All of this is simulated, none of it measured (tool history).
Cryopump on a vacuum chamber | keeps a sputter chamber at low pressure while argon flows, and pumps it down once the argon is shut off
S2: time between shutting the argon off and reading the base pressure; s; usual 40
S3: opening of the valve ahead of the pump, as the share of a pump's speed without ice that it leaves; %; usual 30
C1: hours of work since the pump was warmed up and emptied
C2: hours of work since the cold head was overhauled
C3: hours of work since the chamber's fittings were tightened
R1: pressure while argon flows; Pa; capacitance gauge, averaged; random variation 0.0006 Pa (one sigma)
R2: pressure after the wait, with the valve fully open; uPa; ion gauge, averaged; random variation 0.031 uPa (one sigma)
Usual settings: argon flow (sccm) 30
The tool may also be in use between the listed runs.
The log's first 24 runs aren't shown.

Run 25, hour 1061.3: usual settings but argon flow (sccm) 29, S2 116 s, S3 45 %; C1 505; C2 505; C3 1860. Result: R1 0.0618 Pa, R2 1.56 uPa.
Run 26, hour 1091.2: usual settings but S3 16 %; C1 518; C2 518; C3 1873. Result: R1 0.1651 Pa, R2 2.53 uPa.
At hour 1096.9: leaking fittings of the chamber tightened, without venting.
Run 27, hour 1149.4: usual settings but argon flow (sccm) 58, S2 61 s, S3 51 %; C1 542; C2 542; C3 23. Result: R1 0.1142 Pa, R2 1.18 uPa.
Run 28, hour 1191.6: usual settings but S2 219 s, S3 41 %; C1 561; C2 561; C3 41. Result: R1 0.0731 Pa, R2 0.51 uPa.
Run 29, hour 1234.6: usual settings but argon flow (sccm) 15, S2 158 s, S3 27 %; C1 579; C2 579; C3 59. Result: R1 0.0519 Pa, R2 0.65 uPa.
Run 30, hour 1272.7: usual settings but argon flow (sccm) 18, S2 158 s, S3 27 %; C1 596; C2 596; C3 76. Result: R1 0.0629 Pa, R2 0.61 uPa.
At hour 1284.2: pump warmed up, emptied and cooled again.
Run 31, hour 1335.5: usual settings but argon flow (sccm) 29, S2 135 s, S3 25 %; C1 22; C2 620; C3 101. Result: R1 0.0981 Pa, R2 0.61 uPa.
Run 32, hour 1365.9: usual settings but argon flow (sccm) 19, S2 111 s, S3 53 %; C1 35; C2 634; C3 114. Result: R1 0.0310 Pa, R2 0.77 uPa.
Run 33, hour 1403.5: usual settings but argon flow (sccm) 19, S2 111 s, S3 53 %; C1 51; C2 650; C3 130. Result: R1 0.0300 Pa, R2 0.74 uPa.
Run 34, hour 1446.2: usual settings but S2 197 s; C1 70; C2 668; C3 148. Result: R1 0.0847 Pa, R2 0.48 uPa.
Run 35, hour 1488.7: usual settings but S2 197 s; C1 88; C2 687; C3 167. Result: R1 0.0842 Pa, R2 0.55 uPa.

Forecast each of these 3 alternatives for the next run:
Run A, hour 1541.1: usual settings but argon flow (sccm) 29, S2 140 s, S3 33 %; C1 111; C2 709; C3 189. Result: R1 ?, R2 ?.
Run B, hour 1541.1: usual settings but argon flow (sccm) 32, S2 197 s, S3 52 %; C1 111; C2 709; C3 189. Result: R1 ?, R2 ?.
Run C, hour 1541.1: usual settings but S3 17 %; C1 111; C2 709; C3 189. Result: R1 ?, R2 ?.

run      R1    R2
  A  0.0753  0.64
  B  0.0541  0.48
  C  0.1489  1.59
Without the tool's hidden state the same runs would have given:
run      R1    R2
  A  0.0736  0.54
  B  0.0523  0.39
  C  0.1472  1.50
